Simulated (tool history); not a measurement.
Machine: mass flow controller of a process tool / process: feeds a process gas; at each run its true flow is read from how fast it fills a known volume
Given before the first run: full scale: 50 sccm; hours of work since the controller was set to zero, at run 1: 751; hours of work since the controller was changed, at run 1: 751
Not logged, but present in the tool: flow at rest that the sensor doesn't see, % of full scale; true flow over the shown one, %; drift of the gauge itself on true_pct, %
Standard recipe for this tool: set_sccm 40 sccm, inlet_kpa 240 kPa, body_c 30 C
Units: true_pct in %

run      day  set_sccm  inlet_kpa  body_c  hours of work since the controller was set to zero  hours of work since the controller was changed  true_pct
  1    0.000        40        240      30                                                 751                                             751     99.89
  2   18.308        40        240      30                                                1085                                            1085     99.82
  3   27.671        40        240      30                                                1256                                            1256     99.65
  4   43.804        40        240      30                                                1550                                            1550     99.58
  5   54.571        29        240      30                                                1746                                            1746     99.30
  6   69.996        40        240      30                                                2028                                            2028     99.32
  7   79.996        40        163      30                                                2210                                            2210     99.45
  8   88.600        40        253      30                                                2367                                            2367     99.26
  9  105.025        40        253      30                                                2666                                            2666     99.14
 10  120.900        40        253      30                                                2956                                            2956     98.95
 11  132.650        40        240      30                                                3170                                            3170     98.90
 12  145.796        40        269      30                                                3410                                            3410     98.73
 13  160.758        40        269      30                                                3683                                            3683     98.71
 14  178.321        40        240      30                                                4003                                            4003     98.65
 15  191.642        40        148      30                                                4246                                            4246     98.61
 16  203.308         6        148      30                                                4459                                            4459     93.75
 17  216.133        40        240      30                                                4693                                            4693     98.31
 18  226.075        40        240      30                                                4874                                            4874     98.17
 19  234.533        32        240      30                                                5028                                            5028     97.96
 20  250.958        32        240      30                                                5328                                            5328     97.84
 21  263.479        32        240      30                                                5556                                            5556     97.62
 22  278.192        40        269      30                                                5824                                            5824     97.94
 23  295.708        40        240      21                                                6144                                            6144     97.42
 24  309.262        40        150      30                                                6391                                            6391     97.75
     310.688  -- controller's zero set anew
 25  320.821        40        150      30                                                 185                                            6602     97.12
 26  334.362        43        240      30                                                 432                                            6848     97.11
 27  352.329        17        170      31                                                 759                                            7176     94.30
     358.925  -- controller's zero set anew, once more
 28  367.046        17        260      25                                                 148                                            7444     97.94
 29  380.379        17        260      25                                                 391                                            7687     97.93
     393.654  -- controller exchanged for a calibrated one
 30  394.621        13        150      37                                                  18                                              18    100.29
 31  402.021         8        238      25                                                 153                                             153     99.17
 32  418.029         8        251      25                                                 445                                             445     98.92
 33  435.329         8        251      25                                                 760                                             760     98.53
 34  451.904         8        251      25                                                1062                                            1062     98.19
 35  462.346         8        251      22                                                1253                                            1253     97.87
 36  472.275         8        251      22                                                1434                                            1434     97.68
 37  486.767        19        224      22                                                1698                                            1698     98.58
 38  501.362         6        179      29                                                1964                                            1964     97.03
 39  512.221        40        189      27                                                2162                                            2162     99.02
 40  525.688         5        240      27                                                2408                                            2408     95.61
 41  542.012         5        240      27                                                2706                                            2706     95.30
 42  551.721        40        168      24                                                2883                                            2883     98.70
 43  563.908        19        217      40                                                3105                                            3105     98.75

Alternative continuations, all from the tool just after run 43; predict every row:
  A  578.133        11        166      32                                                3364                                            3364         ?
  B  578.133        11        157      28                                                3364                                            3364         ?
  C  578.133        19        217      28                                                3364                                            3364         ?
  D  578.133         8        258      28                                                3364                                            3364         ?

run  true_pct
  A     97.21
  B     96.95
  C     97.86
  D     96.09
Without the tool's unlogged condition, the same runs would have read:
run  true_pct
  A    100.16
  B     99.90
  C     99.91
  D     99.84

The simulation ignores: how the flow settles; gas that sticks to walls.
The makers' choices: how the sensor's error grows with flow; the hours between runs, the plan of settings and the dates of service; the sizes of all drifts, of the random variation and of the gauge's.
